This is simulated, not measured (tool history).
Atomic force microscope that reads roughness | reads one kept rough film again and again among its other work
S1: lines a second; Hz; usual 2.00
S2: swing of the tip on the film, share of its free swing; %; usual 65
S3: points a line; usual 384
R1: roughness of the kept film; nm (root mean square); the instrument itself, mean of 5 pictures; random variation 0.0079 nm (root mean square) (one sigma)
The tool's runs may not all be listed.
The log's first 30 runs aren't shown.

run 31 hour=1156.3 | S1=3.33 S2=76 S3=376 | R1=1.512
run 32 hour=1212.6 | S1=1.22 S2=65 S3=384 | R1=1.660
run 33 hour=1263.1 | S1=2.00 S2=63 S3=270 | R1=1.594
run 34 hour=1297.6 | S1=2.00 S2=63 S3=270 | R1=1.570
-- hour=1303.0 height scale calibrated on a step standard
run 35 hour=1335.7 | S1=1.61 S2=71 S3=803 | R1=1.555
-- hour=1362.6 new tip fitted
run 36 hour=1377.7 | S1=2.00 S2=65 S3=383 | R1=1.735
run 37 hour=1416.9 | S1=2.00 S2=65 S3=993 | R1=1.714
-- hour=1429.4 height scale calibrated on a step standard, once more
run 38 hour=1458.6 | S1=0.66 S2=65 S3=837 | R1=1.699
run 39 hour=1505.1 | S1=0.66 S2=55 S3=870 | R1=1.689
run 40 hour=1534.1 | S1=0.66 S2=55 S3=870 | R1=1.659
run 41 hour=1584.2 | S1=0.99 S2=67 S3=599 | R1=1.607
run 42 hour=1626.5 | S1=3.06 S2=58 S3=887 | R1=1.524
-- hour=1634.1 new tip fitted
run 43 hour=1671.2 | S1=0.80 S2=64 S3=384 | R1=1.731
run 44 hour=1723.5 | S1=0.80 S2=64 S3=384 | R1=1.680
run 45 hour=1752.4 | S1=0.80 S2=64 S3=384 | R1=1.670
run 46 hour=1805.8 | S1=3.73 S2=64 S3=736 | R1=1.539
run 47 hour=1856.6 | S1=0.59 S2=77 S3=614 | R1=1.587
-- hour=1905.2 new tip fitted
run 48 hour=1910.2 | S1=0.59 S2=77 S3=614 | R1=1.760
run 49 hour=1951.8 | S1=0.95 S2=63 S3=614 | R1=1.728
run 50 hour=2000.6 | S1=0.98 S2=88 S3=614 | R1=1.577
run 51 hour=2050.3 | S1=0.98 S2=88 S3=614 | R1=1.552

3 ways to go on from here, each from the tool as it stands after run 51. What would each give?
run A hour=2085.0 | S1=0.59 S2=65 S3=384 | R1=?
run B hour=2085.0 | S1=2.81 S2=64 S3=388 | R1=?
run C hour=2085.0 | S1=1.32 S2=77 S3=452 | R1=?

run=A R1=1.637
run=B R1=1.549
run=C R1=1.550
Without the tool's hidden state the same runs would have given:
run=A R1=1.781
run=B R1=1.686
run=C R1=1.686
